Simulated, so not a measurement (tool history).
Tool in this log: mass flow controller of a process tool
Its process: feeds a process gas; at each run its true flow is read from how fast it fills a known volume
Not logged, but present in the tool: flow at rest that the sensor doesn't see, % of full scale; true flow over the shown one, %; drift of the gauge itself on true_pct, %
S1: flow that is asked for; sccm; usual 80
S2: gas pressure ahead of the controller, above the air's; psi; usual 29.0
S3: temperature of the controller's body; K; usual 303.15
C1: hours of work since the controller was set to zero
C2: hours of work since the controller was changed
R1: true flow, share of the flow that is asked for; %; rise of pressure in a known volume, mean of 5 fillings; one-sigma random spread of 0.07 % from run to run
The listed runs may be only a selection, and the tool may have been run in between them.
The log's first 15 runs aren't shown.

run     day   S1    S2      S3    C1    C2     R1
 16  36.967   80  29.0  303.15  4506  4506  97.83
 17  40.275   75  29.0  303.15  4549  4549  97.79
 18  42.438   75  29.0  303.15  4577  4577  97.65
 19  44.588   80  29.0  303.15  4605  4605  97.86
 20  46.988   80  20.7  303.15  4636  4636  98.09
 21  49.925  106  32.1  309.15  4674  4674  97.08
     52.729  -- gauge calibrated
 22  53.612   41  31.8  293.15  4722  4722  98.99
 23  55.825   41  31.8  293.15  4751  4751  98.91
 24  57.442   90  32.8  293.15  4772  4772  99.30
 25  61.317   90  22.0  295.15  4823  4823  99.50
 26  64.500  100  25.4  294.15  4864  4864  99.51

Run 27 has not been measured yet. What should we expect?
 27  66.708  45  30.2  296.15  4893  4893   ?

R1: 98.59 %
With no hidden state in the tool, this same run would have given R1 98.77 %.

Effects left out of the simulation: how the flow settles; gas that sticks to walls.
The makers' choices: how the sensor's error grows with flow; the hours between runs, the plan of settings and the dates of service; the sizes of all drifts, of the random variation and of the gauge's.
